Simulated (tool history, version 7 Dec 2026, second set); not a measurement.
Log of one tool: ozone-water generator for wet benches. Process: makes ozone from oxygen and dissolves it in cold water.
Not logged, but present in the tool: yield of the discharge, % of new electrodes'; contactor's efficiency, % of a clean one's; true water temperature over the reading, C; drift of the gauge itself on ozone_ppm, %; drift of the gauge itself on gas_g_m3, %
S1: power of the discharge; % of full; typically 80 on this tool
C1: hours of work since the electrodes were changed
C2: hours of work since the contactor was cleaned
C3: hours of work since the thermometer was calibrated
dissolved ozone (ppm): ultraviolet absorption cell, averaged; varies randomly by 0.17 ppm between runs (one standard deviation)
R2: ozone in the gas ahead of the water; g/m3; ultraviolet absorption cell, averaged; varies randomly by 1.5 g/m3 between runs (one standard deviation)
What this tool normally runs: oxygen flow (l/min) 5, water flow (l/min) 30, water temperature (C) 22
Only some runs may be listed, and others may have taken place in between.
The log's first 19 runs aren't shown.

{"run": 20, "hour": 541.8, "S1": 80, "oxygen flow (l/min)": 3.22, "water flow (l/min)": 32, "water temperature (C)": 23, "C1": 479, "C2": 4176, "C3": 3460, "dissolved ozone (ppm)": 19.1, "R2": 344.4}
{"run": 21, "hour": 569.8, "S1": 80, "oxygen flow (l/min)": 3.22, "water flow (l/min)": 27, "water temperature (C)": 23, "C1": 501, "C2": 4198, "C3": 3482, "dissolved ozone (ppm)": 22.2, "R2": 341.2}
{"run": 22, "hour": 606.5, "S1": 80, "oxygen flow (l/min)": 3.65, "water flow (l/min)": 27, "water temperature (C)": 23, "C1": 530, "C2": 4228, "C3": 3511, "dissolved ozone (ppm)": 22.6, "R2": 325}
{"run": 23, "hour": 648.4, "S1": 80, "oxygen flow (l/min)": 3.65, "water flow (l/min)": 27, "water temperature (C)": 23, "C1": 564, "C2": 4261, "C3": 3545, "dissolved ozone (ppm)": 22.6, "R2": 323.5}
{"run": 24, "hour": 682.1, "S1": 52, "oxygen flow (l/min)": 5, "water flow (l/min)": 30, "water temperature (C)": 18, "C1": 591, "C2": 4288, "C3": 3572, "dissolved ozone (ppm)": 15.9, "R2": 194}
{"run": 25, "hour": 704.9, "S1": 91, "oxygen flow (l/min)": 5, "water flow (l/min)": 20, "water temperature (C)": 27, "C1": 609, "C2": 4306, "C3": 3590, "dissolved ozone (ppm)": 31.4, "R2": 317.9}
{"run": 26, "hour": 734.0, "S1": 91, "oxygen flow (l/min)": 5, "water flow (l/min)": 20, "water temperature (C)": 27, "C1": 632, "C2": 4330, "C3": 3613, "dissolved ozone (ppm)": 31.2, "R2": 318.1}
{"run": 27, "hour": 762.2, "S1": 91, "oxygen flow (l/min)": 5, "water flow (l/min)": 20, "water temperature (C)": 27, "C1": 655, "C2": 4352, "C3": 3636, "dissolved ozone (ppm)": 31.4, "R2": 316.8}
{"run": 28, "hour": 802.1, "S1": 47, "oxygen flow (l/min)": 3.77, "water flow (l/min)": 23, "water temperature (C)": 17, "C1": 687, "C2": 4384, "C3": 3667, "dissolved ozone (ppm)": 17, "R2": 200.4}
{"run": 29, "hour": 836.5, "S1": 47, "oxygen flow (l/min)": 3.77, "water flow (l/min)": 29, "water temperature (C)": 17, "C1": 714, "C2": 4411, "C3": 3695, "dissolved ozone (ppm)": 14.3, "R2": 199.7}
{"run": 30, "hour": 863.7, "S1": 47, "oxygen flow (l/min)": 3.77, "water flow (l/min)": 29, "water temperature (C)": 17, "C1": 736, "C2": 4433, "C3": 3717, "dissolved ozone (ppm)": 14.3, "R2": 200.4}
{"run": 31, "hour": 905.7, "S1": 47, "oxygen flow (l/min)": 3.77, "water flow (l/min)": 29, "water temperature (C)": 17, "C1": 769, "C2": 4467, "C3": 3750, "dissolved ozone (ppm)": 14.3, "R2": 199.4}
{"run": 32, "hour": 944.1, "S1": 60, "oxygen flow (l/min)": 4.29, "water flow (l/min)": 35, "water temperature (C)": 15, "C1": 800, "C2": 4497, "C3": 3781, "dissolved ozone (ppm)": 15.9, "R2": 232.4}

Forecast each of these 4 alternatives for the next run:
{"run": "A", "hour": 977.4, "S1": 71, "oxygen flow (l/min)": 4.29, "water flow (l/min)": 35, "water temperature (C)": 18, "C1": 827, "C2": 4524, "C3": 3807, "dissolved ozone (ppm)": "?", "R2": "?"}
{"run": "B", "hour": 977.4, "S1": 60, "oxygen flow (l/min)": 2.86, "water flow (l/min)": 35, "water temperature (C)": 28, "C1": 827, "C2": 4524, "C3": 3807, "dissolved ozone (ppm)": "?", "R2": "?"}
{"run": "C", "hour": 977.4, "S1": 60, "oxygen flow (l/min)": 6.62, "water flow (l/min)": 39, "water temperature (C)": 29, "C1": 827, "C2": 4524, "C3": 3807, "dissolved ozone (ppm)": "?", "R2": "?"}
{"run": "D", "hour": 977.4, "S1": 60, "oxygen flow (l/min)": 3.56, "water flow (l/min)": 26, "water temperature (C)": 15, "C1": 827, "C2": 4524, "C3": 3807, "dissolved ozone (ppm)": "?", "R2": "?"}

run=A dissolved_ozone_(ppm)=17.6 R2=270.5
run=B dissolved_ozone_(ppm)=12.2 R2=277.3
run=C dissolved_ozone_(ppm)=13.6 R2=194.3
run=D dissolved_ozone_(ppm)=19.4 R2=253.4
Stripped of hidden state, with their random variation kept, the same runs would have yielded:
run=A dissolved_ozone_(ppm)=18.5 R2=275.6
run=B dissolved_ozone_(ppm)=12.8 R2=281.7
run=C dissolved_ozone_(ppm)=14.3 R2=197.5
run=D dissolved_ozone_(ppm)=20.3 R2=257.5
